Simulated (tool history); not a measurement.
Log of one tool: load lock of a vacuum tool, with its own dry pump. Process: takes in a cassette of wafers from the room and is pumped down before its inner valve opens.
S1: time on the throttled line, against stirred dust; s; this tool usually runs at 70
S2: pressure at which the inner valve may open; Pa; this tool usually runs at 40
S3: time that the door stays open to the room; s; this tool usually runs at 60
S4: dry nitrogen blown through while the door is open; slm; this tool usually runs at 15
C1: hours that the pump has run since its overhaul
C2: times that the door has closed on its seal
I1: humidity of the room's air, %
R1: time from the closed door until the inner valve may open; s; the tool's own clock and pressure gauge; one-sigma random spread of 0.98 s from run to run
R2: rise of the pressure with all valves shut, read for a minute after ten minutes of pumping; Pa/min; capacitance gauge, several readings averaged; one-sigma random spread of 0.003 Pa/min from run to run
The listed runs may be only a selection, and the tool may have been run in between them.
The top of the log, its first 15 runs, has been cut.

run 16 day=261.954 | S1=70 S2=40 S3=60 S4=15 | C1=18829 C2=17295 | I1=43.5 | R1=174.6 R2=0.274
run 17 day=285.646 | S1=70 S2=40 S3=60 S4=15 | C1=19398 C2=18400 | I1=43.7 | R1=175.4 R2=0.305
run 18 day=300.125 | S1=70 S2=40 S3=60 S4=15 | C1=19745 C2=19075 | I1=47.7 | R1=174.3 R2=0.323
run 19 day=325.562 | S1=43 S2=29 S3=95 S4=4 | C1=20356 C2=20262 | I1=45.4 | R1=161.7 R2=0.375
run 20 day=340.142 | S1=53 S2=40 S3=111 S4=12 | C1=20706 C2=20942 | I1=47.8 | R1=163.8 R2=0.387
run 21 day=354.083 | S1=70 S2=46 S3=60 S4=15 | C1=21041 C2=21592 | I1=43.9 | R1=175.3 R2=0.374
run 22 day=368.508 | S1=55 S2=69 S3=215 S4=15 | C1=21387 C2=22265 | I1=47 | R1=158.2 R2=0.432
run 23 day=379.329 | S1=55 S2=69 S3=158 S4=8 | C1=21646 C2=22769 | I1=44.3 | R1=159.8 R2=0.442
run 24 day=399.746 | S1=55 S2=69 S3=158 S4=8 | C1=22136 C2=23722 | I1=44.7 | R1=158.6 R2=0.469
run 25 day=414.975 | S1=70 S2=41 S3=33 S4=8 | C1=22502 C2=24432 | I1=45.4 | R1=179.2 R2=0.447
run 26 day=434.333 | S1=42 S2=69 S3=60 S4=24 | C1=22967 C2=25335 | I1=46.8 | R1=150.9 R2=0.48
run 27 day=457.817 | S1=81 S2=30 S3=60 S4=13 | C1=23530 C2=26430 | I1=44.2 | R1=192.5 R2=0.524
-- day=471.788 dry pump taken out, an overhauled one fitted
run 28 day=474.271 | S1=52 S2=50 S3=60 S4=13 | C1=60 C2=27186 | I1=42.8 | R1=139.9 R2=0.548
run 29 day=490.392 | S1=50 S2=49 S3=60 S4=7 | C1=446 C2=27938 | I1=43.6 | R1=136.4 R2=0.57
run 30 day=505.575 | S1=49 S2=49 S3=50 S4=11 | C1=811 C2=28646 | I1=45.4 | R1=137.7 R2=0.581
run 31 day=520.667 | S1=49 S2=49 S3=50 S4=11 | C1=1173 C2=29350 | I1=47.9 | R1=138.4 R2=0.609
run 32 day=539.412 | S1=70 S2=30 S3=230 S4=20 | C1=1623 C2=30224 | I1=42.5 | R1=160.4 R2=0.656
run 33 day=559.521 | S1=70 S2=30 S3=230 S4=20 | C1=2106 C2=31162 | I1=44.5 | R1=162.3 R2=0.686
run 34 day=579.729 | S1=70 S2=30 S3=230 S4=20 | C1=2591 C2=32105 | I1=42.4 | R1=161.7 R2=0.725
-- day=588.108 door's seal changed, seat wiped
run 35 day=592.846 | S1=70 S2=30 S3=230 S4=20 | C1=2904 C2=221 | I1=42.6 | R1=163.3 R2=0.052

5 ways to go on from here, each from the tool as it stands after run 35. What would each give?
run A day=612.867 | S1=70 S2=30 S3=118 S4=20 | C1=3384 C2=1154 | I1=47 | R1=? R2=?
run B day=612.867 | S1=70 S2=40 S3=60 S4=21 | C1=3384 C2=1154 | I1=45.6 | R1=? R2=?
run C day=612.867 | S1=48 S2=40 S3=60 S4=15 | C1=3384 C2=1154 | I1=45.2 | R1=? R2=?
run D day=612.867 | S1=46 S2=30 S3=200 S4=12 | C1=3384 C2=1154 | I1=45 | R1=? R2=?
run E day=612.867 | S1=87 S2=40 S3=60 S4=15 | C1=3384 C2=1154 | I1=47.4 | R1=? R2=?

run=A R1=164.3 R2=0.048
run=B R1=158.8 R2=0.025
run=C R1=142.5 R2=0.038
run=D R1=144.8 R2=0.072
run=E R1=171.5 R2=0.043
With the hidden condition removed and each run's random variation left untouched, the same runs would have given:
run=A R1=160.2 R2=0.04
run=B R1=154.9 R2=0.017
run=C R1=138.4 R2=0.03
run=D R1=140.4 R2=0.064
run=E R1=167.5 R2=0.034
